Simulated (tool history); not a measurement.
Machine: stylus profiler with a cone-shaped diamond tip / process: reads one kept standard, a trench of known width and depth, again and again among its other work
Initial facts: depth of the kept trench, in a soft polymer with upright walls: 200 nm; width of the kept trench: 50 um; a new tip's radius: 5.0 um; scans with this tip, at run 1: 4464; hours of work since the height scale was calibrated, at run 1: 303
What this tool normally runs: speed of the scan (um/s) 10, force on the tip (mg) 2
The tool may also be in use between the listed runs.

run	hour	speed of the scan (um/s)	force on the tip (mg)	scans with this tip	hours of work since the height scale was calibrated	depth of the trench (Å)	width of the trench's floor (µm)
1	0	10	2	4464	303	2019.4	47.17
2	15.8	10	2	4565	310	2020.2	47.14
3	26.2	10	2	4632	314	2020.3	47.07
4	44.2	10	2	4747	322	2020.9	47.18
5	52.8	10	2	4802	326	2020.2	47.17
6	61	10	2	4855	330	2020.5	47.12
7	71.6	10	4.57	4922	334	2035.2	47.18
8	89	10	4.57	5034	342	2034.2	47.15
9	105.8	10	4.57	5141	349	2035.2	47.15
10	120.9	4	4.57	5238	356	2034.9	47.19
11	136.3	22	4.57	5337	362	2035.2	47.12
12	146.4	4	2	5401	367	2020.2	47.1
13	158.9	4	2	5481	372	2021	47.16
14	176.5	4	2	5594	380	2020.3	47.15
15	185.4	18	1.19	5651	384	2013.4	47.1
16	197.2	3	2.78	5726	389	2025.9	47.18
17	206.1	3	2.78	5783	393	2025.1	47.2
18	222.3	16	1.18	5887	400	2014.4	47.08
19	229.9	17	0.85	5935	403	2010.7	47.1
20	241.1	17	4.64	6007	408	2034.7	47.12
21	250.5	26	0.83	6067	412	2011.2	46.95
22	263.1	4	1.87	6148	417	2020.1	47.21
23	271.3	14	2.91	6200	421	2025.9	47.11
24	281.6	17	2.2	6266	425	2020.9	47.18
25	290	7	1.55	6320	429	2017.1	47.17
26	307.6	7	0.71	6433	437	2010.6	47.12
27	318	7	0.71	6500	441	2010.3	47.14
28	335.8	9	4	6614	449	2032.3	47.2

Alternative continuations, all from the tool just after run 28; predict every row:
A	351.5	3	2.24	6714	456	?	?
B	351.5	27	5.9	6714	456	?	?
C	351.5	3	0.73	6714	456	?	?

run	depth of the trench (Å)	width of the trench's floor (µm)
A	2022.4	47.16
B	2041.8	47.13
C	2010.7	47.14
With the hidden condition removed and each run's random variation left untouched, the same runs would have given:
run	depth of the trench (Å)	width of the trench's floor (µm)
A	2022.3	47.17
B	2041.8	47.14
C	2010.7	47.14
